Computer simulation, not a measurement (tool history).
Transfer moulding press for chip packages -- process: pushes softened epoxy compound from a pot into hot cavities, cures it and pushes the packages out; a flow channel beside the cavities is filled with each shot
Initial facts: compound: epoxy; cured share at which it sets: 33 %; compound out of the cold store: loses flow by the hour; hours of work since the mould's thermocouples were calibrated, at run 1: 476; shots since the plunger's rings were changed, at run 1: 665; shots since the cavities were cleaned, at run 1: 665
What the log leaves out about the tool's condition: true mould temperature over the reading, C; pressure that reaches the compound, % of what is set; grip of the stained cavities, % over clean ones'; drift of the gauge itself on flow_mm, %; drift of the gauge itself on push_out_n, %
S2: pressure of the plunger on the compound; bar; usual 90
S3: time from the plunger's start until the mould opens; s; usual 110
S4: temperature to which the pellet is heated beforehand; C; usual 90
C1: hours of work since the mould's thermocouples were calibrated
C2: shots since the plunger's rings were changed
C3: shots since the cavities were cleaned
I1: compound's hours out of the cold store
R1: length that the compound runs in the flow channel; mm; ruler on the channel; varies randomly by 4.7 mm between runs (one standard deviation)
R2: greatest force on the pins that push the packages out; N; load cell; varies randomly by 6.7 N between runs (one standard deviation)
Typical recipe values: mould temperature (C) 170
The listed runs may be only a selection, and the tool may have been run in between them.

Run 1, hour 0: usual settings; C1 476; C2 665; C3 665; I1 48. Result: R1 790 mm, R2 273 N.
Run 2, hour 13.7: usual settings; C1 485; C2 808; C3 808; I1 47.4. Result: R1 803 mm, R2 269 N.
Run 3, hour 24.9: usual settings but S2 86.4 bar; C1 492; C2 926; C3 926; I1 27.1. Result: R1 863 mm, R2 284 N.
Run 4, hour 39.7: usual settings but S2 108.6 bar; C1 502; C2 1082; C3 1082; I1 33.4. Result: R1 934 mm, R2 286 N.
At hour 49.2: cavities cleaned with cleaning compound and waxed.
Run 5, hour 58.4: usual settings; C1 513; C2 1262; C3 97; I1 34.8. Result: R1 836 mm, R2 278 N.
Run 6, hour 78.6: usual settings but S2 81.7 bar; C1 527; C2 1474; C3 309; I1 14.7. Result: R1 888 mm, R2 291 N.
Run 7, hour 98.1: usual settings but S2 81.7 bar; C1 540; C2 1679; C3 514; I1 13.1. Result: R1 891 mm, R2 273 N.
Run 8, hour 108.3: usual settings but S2 81.7 bar; C1 546; C2 1786; C3 621; I1 10. Result: R1 903 mm, R2 290 N.
Run 9, hour 124.4: usual settings but S2 81.7 bar; C1 557; C2 1955; C3 790; I1 25.7. Result: R1 841 mm, R2 284 N.
Run 10, hour 136.5: usual settings; C1 565; C2 2082; C3 917; I1 20.3. Result: R1 905 mm, R2 281 N.
Run 11, hour 154.6: usual settings; C1 577; C2 2272; C3 1107; I1 30.3. Result: R1 870 mm, R2 263 N.
At hour 161.2: cavities cleaned with cleaning compound and waxed.
Run 12, hour 167.2: usual settings; C1 584; C2 2389; C3 63; I1 22.5. Result: R1 905 mm, R2 279 N.
Run 13, hour 185.3: usual settings; C1 596; C2 2578; C3 252; I1 10.1. Result: R1 945 mm, R2 293 N.
Run 14, hour 202.3: usual settings; C1 607; C2 2757; C3 431; I1 35.1. Result: R1 843 mm, R2 285 N.
Run 15, hour 215: usual settings; C1 616; C2 2891; C3 565; I1 16.2. Result: R1 925 mm, R2 277 N.
Run 16, hour 230.3: usual settings; C1 626; C2 3051; C3 725; I1 12. Result: R1 942 mm, R2 299 N.
Run 17, hour 249.5: usual settings but S2 101.2 bar, S3 130 s; C1 639; C2 3252; C3 926; I1 18.4. Result: R1 974 mm, R2 243 N.
At hour 270: mould's thermocouples calibrated.
Run 18, hour 271.7: usual settings but S3 102 s; C1 1; C2 3464; C3 1138; I1 36. Result: R1 839 mm, R2 291 N.
At hour 276.6: cavities cleaned with cleaning compound and waxed.
Run 19, hour 284.7: usual settings but mould temperature (C) 177, S3 102 s, S4 93 C; C1 9; C2 3585; C3 85; I1 46.2. Result: R1 776 mm, R2 242 N.
Run 20, hour 297.7: usual settings but S3 113 s; C1 17; C2 3722; C3 222; I1 45.7. Result: R1 798 mm, R2 251 N.
Run 21, hour 306.9: usual settings but S3 113 s; C1 23; C2 3818; C3 318; I1 31.4. Result: R1 854 mm, R2 265 N.
Run 22, hour 321.3: usual settings but mould temperature (C) 167, S2 102.1 bar, S3 147 s, S4 99 C; C1 33; C2 3969; C3 469; I1 41.8. Result: R1 872 mm, R2 223 N.
Run 23, hour 335.6: usual settings but mould temperature (C) 167, S2 102.1 bar, S3 147 s, S4 99 C; C1 42; C2 4120; C3 620; I1 37.8. Result: R1 895 mm, R2 230 N.
Run 24, hour 344.4: usual settings but mould temperature (C) 167, S2 102.1 bar, S3 147 s, S4 99 C; C1 48; C2 4212; C3 712; I1 27.2. Result: R1 941 mm, R2 242 N.
Run 25, hour 352.7: usual settings but mould temperature (C) 167, S2 102.1 bar, S3 147 s, S4 99 C; C1 54; C2 4299; C3 799; I1 42. Result: R1 878 mm, R2 242 N.
Run 26, hour 368.1: usual settings but mould temperature (C) 167, S2 102.1 bar, S3 147 s, S4 99 C; C1 64; C2 4461; C3 961; I1 10. Result: R1 1022 mm, R2 244 N.
Run 27, hour 379.4: usual settings but mould temperature (C) 167, S2 102.1 bar, S3 147 s, S4 99 C; C1 71; C2 4580; C3 1080; I1 34.9. Result: R1 904 mm, R2 244 N.
At hour 389.2: cavities cleaned with cleaning compound and waxed.
Run 28, hour 393.7: usual settings but S3 97 s, S4 85 C; C1 80; C2 4713; C3 47; I1 39.4. Result: R1 824 mm, R2 335 N.

What if the next run were any one of these 3? Each begins from the tool's condition after run 28:
Run A, hour 412.4: usual settings but S3 114 s, S4 85 C; C1 92; C2 4910; C3 244; I1 22.6. Result: R1 ?, R2 ?.
Run B, hour 412.4: usual settings but S2 76.7 bar, S3 97 s, S4 85 C; C1 92; C2 4910; C3 244; I1 29.3. Result: R1 ?, R2 ?.
Run C, hour 412.4: usual settings but mould temperature (C) 171; C1 92; C2 4910; C3 244; I1 18.8. Result: R1 ?, R2 ?.

run   R1   R2
  A  892  276
  B  811  341
  C  902  282
The same runs, with their run-to-run variation unchanged, on a tool lacking any hidden condition would have given:
run   R1   R2
  A  893  275
  B  812  339
  C  903  281

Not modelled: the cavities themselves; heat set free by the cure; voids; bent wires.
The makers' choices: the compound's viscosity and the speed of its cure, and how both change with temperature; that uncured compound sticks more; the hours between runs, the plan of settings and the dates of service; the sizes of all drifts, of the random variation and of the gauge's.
